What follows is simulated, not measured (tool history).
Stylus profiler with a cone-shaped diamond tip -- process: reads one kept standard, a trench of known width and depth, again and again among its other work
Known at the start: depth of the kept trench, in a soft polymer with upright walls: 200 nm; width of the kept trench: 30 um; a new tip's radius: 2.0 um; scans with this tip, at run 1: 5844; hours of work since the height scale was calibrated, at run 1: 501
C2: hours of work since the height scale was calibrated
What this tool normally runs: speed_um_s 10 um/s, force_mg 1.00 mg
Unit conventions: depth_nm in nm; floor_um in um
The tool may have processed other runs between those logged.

Run 1, hour 0.0: usual settings; scans with this tip 5844; C2 501. Result: depth_nm 201.07 nm, floor_um 28.22 um.
Run 2, hour 19.6: usual settings; scans with this tip 5988; C2 514. Result: depth_nm 201.08 nm, floor_um 28.17 um.
Run 3, hour 35.6: usual settings but speed_um_s 5 um/s; scans with this tip 6106; C2 524. Result: depth_nm 201.02 nm, floor_um 28.26 um.
Run 4, hour 57.0: usual settings but speed_um_s 5 um/s; scans with this tip 6263; C2 537. Result: depth_nm 201.00 nm, floor_um 28.20 um.
Run 5, hour 88.5: usual settings but speed_um_s 17 um/s; scans with this tip 6494; C2 557. Result: depth_nm 201.04 nm, floor_um 28.09 um.
Run 6, hour 113.5: usual settings but speed_um_s 4 um/s; scans with this tip 6678; C2 573. Result: depth_nm 201.05 nm, floor_um 28.26 um.
Run 7, hour 148.5: usual settings; scans with this tip 6934; C2 595. Result: depth_nm 201.10 nm, floor_um 28.17 um.
Run 8, hour 167.5: usual settings; scans with this tip 7075; C2 607. Result: depth_nm 201.15 nm, floor_um 28.15 um.
Run 9, hour 189.5: usual settings; scans with this tip 7236; C2 621. Result: depth_nm 201.00 nm, floor_um 28.15 um.
Run 10, hour 225.4: usual settings; scans with this tip 7500; C2 643. Result: depth_nm 201.13 nm, floor_um 28.21 um.
Run 11, hour 256.0: usual settings; scans with this tip 7724; C2 663. Result: depth_nm 201.18 nm, floor_um 28.15 um.
Run 12, hour 280.9: usual settings; scans with this tip 7907; C2 678. Result: depth_nm 201.13 nm, floor_um 28.17 um.
Run 13, hour 313.9: usual settings but force_mg 2.73 mg; scans with this tip 8150; C2 699. Result: depth_nm 202.19 nm, floor_um 28.17 um.
Run 14, hour 342.3: usual settings but force_mg 2.73 mg; scans with this tip 8359; C2 717. Result: depth_nm 202.17 nm, floor_um 28.23 um.
Run 15, hour 358.7: usual settings but force_mg 2.73 mg; scans with this tip 8479; C2 727. Result: depth_nm 202.09 nm, floor_um 28.22 um.
Run 16, hour 385.6: usual settings but speed_um_s 6 um/s; scans with this tip 8676; C2 744. Result: depth_nm 201.09 nm, floor_um 28.17 um.
Run 17, hour 417.6: usual settings but speed_um_s 6 um/s; scans with this tip 8911; C2 764. Result: depth_nm 201.14 nm, floor_um 28.17 um.
Run 18, hour 447.0: usual settings but speed_um_s 6 um/s; scans with this tip 9127; C2 783. Result: depth_nm 201.10 nm, floor_um 28.23 um.
Run 19, hour 466.3: usual settings but speed_um_s 6 um/s; scans with this tip 9269; C2 795. Result: depth_nm 201.02 nm, floor_um 28.17 um.
Run 20, hour 487.5: usual settings but speed_um_s 6 um/s; scans with this tip 9425; C2 808. Result: depth_nm 201.16 nm, floor_um 28.20 um.
Run 21, hour 511.6: usual settings but speed_um_s 9 um/s; scans with this tip 9602; C2 824. Result: depth_nm 201.11 nm, floor_um 28.16 um.
Run 22, hour 534.1: usual settings but speed_um_s 9 um/s; scans with this tip 9767; C2 838. Result: depth_nm 201.05 nm, floor_um 28.15 um.
At hour 544.3: height scale calibrated on a step standard.
Run 23, hour 557.0: usual settings but force_mg 0.48 mg; scans with this tip 9932; C2 8. Result: depth_nm 200.63 nm, floor_um 28.10 um.
Run 24, hour 582.6: usual settings but speed_um_s 2 um/s, force_mg 0.68 mg; scans with this tip 10120; C2 24. Result: depth_nm 200.79 nm, floor_um 28.18 um.
Run 25, hour 611.0: usual settings but speed_um_s 26 um/s, force_mg 2.01 mg; scans with this tip 10328; C2 42. Result: depth_nm 201.67 nm, floor_um 28.07 um.
Run 26, hour 641.0: usual settings but speed_um_s 3 um/s, force_mg 0.78 mg; scans with this tip 10549; C2 61. Result: depth_nm 200.98 nm, floor_um 28.20 um.
Run 27, hour 661.8: usual settings but speed_um_s 6 um/s, force_mg 0.80 mg; scans with this tip 10702; C2 74. Result: depth_nm 200.93 nm, floor_um 28.22 um.
Run 28, hour 689.0: usual settings but speed_um_s 27 um/s, force_mg 1.67 mg; scans with this tip 10901; C2 91. Result: depth_nm 201.56 nm, floor_um 28.10 um.
Run 29, hour 717.1: usual settings but speed_um_s 2 um/s, force_mg 1.24 mg; scans with this tip 11108; C2 109. Result: depth_nm 201.31 nm, floor_um 28.24 um.
Run 30, hour 735.0: usual settings but speed_um_s 2 um/s, force_mg 1.24 mg; scans with this tip 11240; C2 120. Result: depth_nm 201.27 nm, floor_um 28.25 um.
Run 31, hour 766.7: usual settings but speed_um_s 5 um/s, force_mg 0.47 mg; scans with this tip 11472; C2 140. Result: depth_nm 200.68 nm, floor_um 28.22 um.
Run 32, hour 791.0: usual settings but speed_um_s 3 um/s, force_mg 1.30 mg; scans with this tip 11651; C2 155. Result: depth_nm 201.33 nm, floor_um 28.23 um.
Run 33, hour 823.8: usual settings but speed_um_s 5 um/s, force_mg 1.57 mg; scans with this tip 11891; C2 176. Result: depth_nm 201.53 nm, floor_um 28.17 um.
Run 34, hour 848.8: usual settings but speed_um_s 5 um/s, force_mg 1.57 mg; scans with this tip 12075; C2 192. Result: depth_nm 201.50 nm, floor_um 28.22 um.
Run 35, hour 868.8: usual settings but speed_um_s 5 um/s, force_mg 1.57 mg; scans with this tip 12222; C2 204. Result: depth_nm 201.42 nm, floor_um 28.22 um.
Run 36, hour 892.4: usual settings but speed_um_s 2 um/s, force_mg 2.69 mg; scans with this tip 12395; C2 219. Result: depth_nm 202.17 nm, floor_um 28.19 um.
Run 37, hour 924.5: usual settings but speed_um_s 2 um/s, force_mg 2.69 mg; scans with this tip 12631; C2 240. Result: depth_nm 202.08 nm, floor_um 28.23 um.
Run 38, hour 951.5: usual settings but force_mg 0.84 mg; scans with this tip 12830; C2 257. Result: depth_nm 200.92 nm, floor_um 28.13 um.
Run 39, hour 971.8: usual settings but speed_um_s 3 um/s; scans with this tip 12979; C2 269. Result: depth_nm 201.14 nm, floor_um 28.20 um.
Run 40, hour 990.7: usual settings but speed_um_s 3 um/s; scans with this tip 13117; C2 281. Result: depth_nm 201.09 nm, floor_um 28.23 um.
Run 41, hour 1015.7: usual settings but speed_um_s 2 um/s, force_mg 2.55 mg; scans with this tip 13302; C2 297. Result: depth_nm 201.99 nm, floor_um 28.22 um.
Run 42, hour 1043.1: usual settings but speed_um_s 2 um/s, force_mg 2.55 mg; scans with this tip 13503; C2 314. Result: depth_nm 201.96 nm, floor_um 28.23 um.
Run 43, hour 1078.3: usual settings but speed_um_s 9 um/s, force_mg 1.19 mg; scans with this tip 13761; C2 336. Result: depth_nm 201.11 nm, floor_um 28.20 um.
Run 44, hour 1100.2: usual settings but force_mg 0.93 mg; scans with this tip 13922; C2 350. Result: depth_nm 200.99 nm, floor_um 28.19 um.
Run 45, hour 1132.7: usual settings but speed_um_s 6 um/s, force_mg 0.66 mg; scans with this tip 14161; C2 371. Result: depth_nm 200.81 nm, floor_um 28.17 um.

For each entry between runs, how does the tool's hidden state at the last listed run before it compare with that at the first listed run after it?
After run 22, before run 23: height scale calibrated on a step standard (hour 544.3)
  height scale over the true one, %: 0.005 -> 0.001
